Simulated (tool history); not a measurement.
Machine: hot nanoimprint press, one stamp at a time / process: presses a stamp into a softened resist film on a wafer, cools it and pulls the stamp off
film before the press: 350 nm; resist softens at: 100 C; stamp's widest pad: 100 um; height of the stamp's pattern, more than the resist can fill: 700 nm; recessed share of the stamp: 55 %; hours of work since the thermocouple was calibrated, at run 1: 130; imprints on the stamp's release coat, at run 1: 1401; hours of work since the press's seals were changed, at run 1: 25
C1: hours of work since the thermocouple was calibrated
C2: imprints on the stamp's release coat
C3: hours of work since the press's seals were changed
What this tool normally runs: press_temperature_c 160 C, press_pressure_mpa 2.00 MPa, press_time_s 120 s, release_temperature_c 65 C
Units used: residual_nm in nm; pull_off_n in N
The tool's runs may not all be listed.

{"run": 1, "hour": 0.0, "press_temperature_c": 160, "press_pressure_mpa": 2.0, "press_time_s": 120, "release_temperature_c": 65, "C1": 130, "C2": 1401, "C3": 25, "residual_nm": 176.2, "pull_off_n": 243}
{"run": 2, "hour": 74.4, "press_temperature_c": 160, "press_pressure_mpa": 1.48, "press_time_s": 120, "release_temperature_c": 65, "C1": 173, "C2": 1717, "C3": 68, "residual_nm": 202.6, "pull_off_n": 254}
{"hour": 96.8, "done": "stamp cleaned and given a new release coat"}
{"run": 3, "hour": 123.9, "press_temperature_c": 160, "press_pressure_mpa": 1.48, "press_time_s": 120, "release_temperature_c": 65, "C1": 198, "C2": 115, "C3": 93, "residual_nm": 197.9, "pull_off_n": 206}
{"run": 4, "hour": 200.1, "press_temperature_c": 160, "press_pressure_mpa": 1.48, "press_time_s": 113, "release_temperature_c": 65, "C1": 242, "C2": 439, "C3": 136, "residual_nm": 201.8, "pull_off_n": 211}
{"run": 5, "hour": 248.3, "press_temperature_c": 160, "press_pressure_mpa": 2.0, "press_time_s": 120, "release_temperature_c": 60, "C1": 270, "C2": 644, "C3": 164, "residual_nm": 174.0, "pull_off_n": 246}
{"run": 6, "hour": 318.3, "press_temperature_c": 160, "press_pressure_mpa": 2.0, "press_time_s": 120, "release_temperature_c": 58, "C1": 310, "C2": 941, "C3": 204, "residual_nm": 174.7, "pull_off_n": 273}
{"run": 7, "hour": 404.6, "press_temperature_c": 160, "press_pressure_mpa": 2.0, "press_time_s": 120, "release_temperature_c": 58, "C1": 360, "C2": 1307, "C3": 254, "residual_nm": 173.3, "pull_off_n": 292}
{"run": 8, "hour": 459.4, "press_temperature_c": 160, "press_pressure_mpa": 2.0, "press_time_s": 120, "release_temperature_c": 65, "C1": 391, "C2": 1540, "C3": 286, "residual_nm": 171.7, "pull_off_n": 241}
{"hour": 517.9, "done": "stamp cleaned and given a new release coat"}
{"run": 9, "hour": 524.2, "press_temperature_c": 160, "press_pressure_mpa": 2.0, "press_time_s": 120, "release_temperature_c": 65, "C1": 425, "C2": 27, "C3": 320, "residual_nm": 172.4, "pull_off_n": 193}
{"run": 10, "hour": 609.3, "press_temperature_c": 160, "press_pressure_mpa": 2.0, "press_time_s": 224, "release_temperature_c": 65, "C1": 474, "C2": 388, "C3": 369, "residual_nm": 132.3, "pull_off_n": 206}
{"run": 11, "hour": 675.2, "press_temperature_c": 160, "press_pressure_mpa": 2.0, "press_time_s": 224, "release_temperature_c": 65, "C1": 512, "C2": 668, "C3": 406, "residual_nm": 135.2, "pull_off_n": 213}
{"hour": 714.2, "done": "plate thermocouple calibrated"}
{"run": 12, "hour": 718.3, "press_temperature_c": 160, "press_pressure_mpa": 2.0, "press_time_s": 224, "release_temperature_c": 65, "C1": 2, "C2": 838, "C3": 430, "residual_nm": 146.3, "pull_off_n": 231}
{"run": 13, "hour": 794.1, "press_temperature_c": 160, "press_pressure_mpa": 2.0, "press_time_s": 224, "release_temperature_c": 65, "C1": 46, "C2": 1160, "C3": 473, "residual_nm": 144.4, "pull_off_n": 246}
{"run": 14, "hour": 867.1, "press_temperature_c": 160, "press_pressure_mpa": 1.96, "press_time_s": 120, "release_temperature_c": 65, "C1": 88, "C2": 1470, "C3": 515, "residual_nm": 181.8, "pull_off_n": 257}
{"hour": 943.6, "done": "stamp cleaned and given a new release coat"}
{"run": 15, "hour": 943.6, "press_temperature_c": 160, "press_pressure_mpa": 1.96, "press_time_s": 120, "release_temperature_c": 65, "C1": 129, "C2": 0, "C3": 556, "residual_nm": 184.2, "pull_off_n": 199}
{"run": 16, "hour": 1000.9, "press_temperature_c": 170, "press_pressure_mpa": 3.09, "press_time_s": 132, "release_temperature_c": 65, "C1": 162, "C2": 243, "C3": 589, "residual_nm": 89.7, "pull_off_n": 203}
{"run": 17, "hour": 1058.0, "press_temperature_c": 160, "press_pressure_mpa": 1.74, "press_time_s": 96, "release_temperature_c": 65, "C1": 194, "C2": 485, "C3": 622, "residual_nm": 205.3, "pull_off_n": 211}
{"run": 18, "hour": 1123.7, "press_temperature_c": 154, "press_pressure_mpa": 2.19, "press_time_s": 178, "release_temperature_c": 65, "C1": 232, "C2": 764, "C3": 660, "residual_nm": 194.9, "pull_off_n": 218}
{"run": 19, "hour": 1169.0, "press_temperature_c": 154, "press_pressure_mpa": 2.19, "press_time_s": 178, "release_temperature_c": 65, "C1": 258, "C2": 957, "C3": 686, "residual_nm": 192.5, "pull_off_n": 228}
{"run": 20, "hour": 1214.4, "press_temperature_c": 154, "press_pressure_mpa": 2.19, "press_time_s": 178, "release_temperature_c": 65, "C1": 285, "C2": 1149, "C3": 712, "residual_nm": 194.7, "pull_off_n": 236}
{"run": 21, "hour": 1287.8, "press_temperature_c": 157, "press_pressure_mpa": 1.66, "press_time_s": 107, "release_temperature_c": 58, "C1": 327, "C2": 1461, "C3": 754, "residual_nm": 217.7, "pull_off_n": 293}
{"hour": 1366.5, "done": "stamp cleaned and given a new release coat"}
{"run": 22, "hour": 1376.1, "press_temperature_c": 157, "press_pressure_mpa": 2.31, "press_time_s": 107, "release_temperature_c": 58, "C1": 374, "C2": 40, "C3": 801, "residual_nm": 194.3, "pull_off_n": 233}
{"run": 23, "hour": 1419.0, "press_temperature_c": 160, "press_pressure_mpa": 2.0, "press_time_s": 113, "release_temperature_c": 57, "C1": 399, "C2": 223, "C3": 826, "residual_nm": 178.6, "pull_off_n": 257}
{"hour": 1436.4, "done": "press's hydraulic seals changed and the load cell set to zero"}
{"run": 24, "hour": 1499.7, "press_temperature_c": 163, "press_pressure_mpa": 3.08, "press_time_s": 146, "release_temperature_c": 70, "C1": 441, "C2": 531, "C3": 36, "residual_nm": 113.5, "pull_off_n": 187}
{"run": 25, "hour": 1549.1, "press_temperature_c": 163, "press_pressure_mpa": 1.68, "press_time_s": 237, "release_temperature_c": 70, "C1": 469, "C2": 741, "C3": 65, "residual_nm": 125.8, "pull_off_n": 190}
{"run": 26, "hour": 1600.0, "press_temperature_c": 154, "press_pressure_mpa": 1.4, "press_time_s": 120, "release_temperature_c": 65, "C1": 498, "C2": 958, "C3": 94, "residual_nm": 246.5, "pull_off_n": 228}
{"run": 27, "hour": 1644.8, "press_temperature_c": 160, "press_pressure_mpa": 1.94, "press_time_s": 120, "release_temperature_c": 65, "C1": 524, "C2": 1148, "C3": 120, "residual_nm": 174.0, "pull_off_n": 233}
{"hour": 1663.7, "done": "plate thermocouple calibrated"}
{"run": 28, "hour": 1702.3, "press_temperature_c": 160, "press_pressure_mpa": 1.94, "press_time_s": 120, "release_temperature_c": 65, "C1": 22, "C2": 1379, "C3": 151, "residual_nm": 186.3, "pull_off_n": 248}
{"run": 29, "hour": 1741.8, "press_temperature_c": 162, "press_pressure_mpa": 2.0, "press_time_s": 120, "release_temperature_c": 68, "C1": 45, "C2": 1547, "C3": 174, "residual_nm": 166.6, "pull_off_n": 240}
{"hour": 1804.8, "done": "stamp cleaned and given a new release coat"}
{"run": 30, "hour": 1804.8, "press_temperature_c": 155, "press_pressure_mpa": 1.34, "press_time_s": 237, "release_temperature_c": 69, "C1": 78, "C2": 0, "C3": 207, "residual_nm": 210.0, "pull_off_n": 185}

Predict each of these 3 candidate next runs independently; none follows another, all start after run 30:
{"run": "A", "hour": 1875.1, "press_temperature_c": 160, "press_pressure_mpa": 2.96, "press_time_s": 113, "release_temperature_c": 65, "C1": 118, "C2": 298, "C3": 247, "residual_nm": "?", "pull_off_n": "?"}
{"run": "B", "hour": 1875.1, "press_temperature_c": 155, "press_pressure_mpa": 2.18, "press_time_s": 63, "release_temperature_c": 51, "C1": 118, "C2": 298, "C3": 247, "residual_nm": "?", "pull_off_n": "?"}
{"run": "C", "hour": 1875.1, "press_temperature_c": 160, "press_pressure_mpa": 2.99, "press_time_s": 108, "release_temperature_c": 59, "C1": 118, "C2": 298, "C3": 247, "residual_nm": "?", "pull_off_n": "?"}

run=A residual_nm=154.8 pull_off_n=214
run=B residual_nm=254.8 pull_off_n=303
run=C residual_nm=158.1 pull_off_n=249
Stripped of hidden state, with their random variation kept, the same runs would have yielded:
run=A residual_nm=154.6 pull_off_n=205
run=B residual_nm=254.9 pull_off_n=291
run=C residual_nm=157.9 pull_off_n=239
